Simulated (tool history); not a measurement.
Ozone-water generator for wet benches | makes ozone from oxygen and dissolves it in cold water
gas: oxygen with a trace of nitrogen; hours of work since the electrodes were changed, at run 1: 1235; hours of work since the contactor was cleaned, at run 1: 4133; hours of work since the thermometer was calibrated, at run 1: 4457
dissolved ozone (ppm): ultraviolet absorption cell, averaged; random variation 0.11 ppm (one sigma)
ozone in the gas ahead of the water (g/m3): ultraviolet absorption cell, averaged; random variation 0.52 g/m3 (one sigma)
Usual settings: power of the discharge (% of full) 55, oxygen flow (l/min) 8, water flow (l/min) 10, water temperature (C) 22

run   hour  power of the discharge (% of full)  oxygen flow (l/min)  water flow (l/min)  water temperature (C)  hours of work since the electrodes were changed  hours of work since the contactor was cleaned  hours of work since the thermometer was calibrated  dissolved ozone (ppm)  ozone in the gas ahead of the water (g/m3)
  1      0                                  55                    8                  10                     22                                             1235                                           4133                                                4457                   16.7                                       122.3
  2   47.6                                  55                    8                  10                     22                                             1282                                           4180                                                4503                   16.8                                       121.3
  3   92.8                                  55                    8                  10                     22                                             1326                                           4224                                                4548                   16.8                                       122.2
  4  127.2                                  55                    8                  10                     22                                             1360                                           4258                                                4581                   16.9                                       122.4
  5  171.9                                  55                    8                  10                     22                                             1403                                           4301                                                4625                   16.7                                       122.2
  6  211.1                                  55                10.79                  10                     22                                             1442                                           4339                                                4663                   14.8                                         101
  7  255.9                                  55                 9.06                  10                     22                                             1485                                           4383                                                4707                   15.9                                       112.4
  8  291.8                                  55                 9.06                  10                     22                                             1520                                           4418                                                4742                   15.8                                       112.3
  9    323                                  55                 9.06                  10                     22                                             1551                                           4449                                                4772                   15.9                                       113.3
 10  352.7                                  55                 9.06                  10                     22                                             1580                                           4478                                                4801                     16                                       112.7
 11  398.9                                  55                 9.06                  10                     22                                             1625                                           4523                                                4847                   15.8                                       111.7
 12  448.9                                  55                    8                  10                     28                                             1674                                           4572                                                4895                   14.1                                       121.2
 13  498.7                                  55                    8                  10                     28                                             1723                                           4620                                                4944                   14.3                                       121.8
 14  553.7                                  55                    8                  10                     28                                             1776                                           4674                                                4998                   14.2                                         121
 15  584.5                                  55                    8                  10                     22                                             1806                                           4704                                                5028                   16.6                                       122.4
 16  623.3                                  55                    8                  10                     22                                             1844                                           4742                                                5066                   16.4                                       121.3
 17  684.6                                  55                    8                  10                     22                                             1904                                           4802                                                5126                   16.4                                         120

Run 18 comes next. What will it give?
 18  709.5                                  91                12.64                  10                     22                                             1929                                           4826                                                5150                      ?                                           ?

Run 18 gave dissolved ozone (ppm) 21.6, ozone in the gas ahead of the water (g/m3) 144.7.
Without the tool's hidden state the same run would have given dissolved ozone (ppm) 24.1, ozone in the gas ahead of the water (g/m3) 148.5.
